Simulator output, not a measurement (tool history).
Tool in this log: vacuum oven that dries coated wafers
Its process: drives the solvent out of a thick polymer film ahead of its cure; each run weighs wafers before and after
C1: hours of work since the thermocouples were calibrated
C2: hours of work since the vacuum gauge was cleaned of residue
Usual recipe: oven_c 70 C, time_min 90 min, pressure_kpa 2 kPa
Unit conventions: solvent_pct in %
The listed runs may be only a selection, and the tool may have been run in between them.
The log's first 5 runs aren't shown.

run 6 hour=196.3 | oven_c=63 time_min=90 pressure_kpa=2 | C1=318 C2=196 | solvent_pct=5.18
run 7 hour=232.7 | oven_c=70 time_min=127 pressure_kpa=2 | C1=341 C2=219 | solvent_pct=1.87
run 8 hour=269.5 | oven_c=70 time_min=127 pressure_kpa=2 | C1=364 C2=242 | solvent_pct=1.82
run 9 hour=297.3 | oven_c=70 time_min=90 pressure_kpa=2 | C1=382 C2=259 | solvent_pct=3.25
run 10 hour=325.2 | oven_c=70 time_min=133 pressure_kpa=2 | C1=399 C2=277 | solvent_pct=1.73
run 11 hour=371.9 | oven_c=70 time_min=133 pressure_kpa=2 | C1=429 C2=306 | solvent_pct=1.74
run 12 hour=417.7 | oven_c=59 time_min=133 pressure_kpa=2 | C1=458 C2=335 | solvent_pct=4.4
run 13 hour=459.4 | oven_c=59 time_min=133 pressure_kpa=2 | C1=484 C2=361 | solvent_pct=4.33
run 14 hour=488.8 | oven_c=70 time_min=90 pressure_kpa=3.43 | C1=502 C2=380 | solvent_pct=3.71
run 15 hour=532.8 | oven_c=70 time_min=90 pressure_kpa=3.43 | C1=530 C2=407 | solvent_pct=3.75
run 16 hour=557.5 | oven_c=62 time_min=90 pressure_kpa=2 | C1=545 C2=423 | solvent_pct=5.7
run 17 hour=587.9 | oven_c=70 time_min=90 pressure_kpa=1.62 | C1=564 C2=442 | solvent_pct=3.06
run 18 hour=617.1 | oven_c=70 time_min=90 pressure_kpa=2 | C1=583 C2=460 | solvent_pct=3.33
run 19 hour=659.7 | oven_c=70 time_min=90 pressure_kpa=2 | C1=610 C2=487 | solvent_pct=3.21
run 20 hour=708.5 | oven_c=70 time_min=90 pressure_kpa=2 | C1=640 C2=518 | solvent_pct=3.2
run 21 hour=756.6 | oven_c=70 time_min=90 pressure_kpa=2 | C1=670 C2=548 | solvent_pct=3.34
-- hour=761.5 oven's thermocouples calibrated
run 22 hour=792.6 | oven_c=70 time_min=90 pressure_kpa=2 | C1=20 C2=569 | solvent_pct=3.22
run 23 hour=832.6 | oven_c=70 time_min=90 pressure_kpa=2 | C1=45 C2=594 | solvent_pct=3.3

Estimate the outcome of run 24 from the log above:
run 24 hour=862.4 | oven_c=58 time_min=115 pressure_kpa=2 | C1=63 C2=613 | solvent_pct=?

Logged for run 24: solvent_pct 5.67 %.
Minus the tool's unlogged condition, the same run would have read solvent_pct 5.1 %.
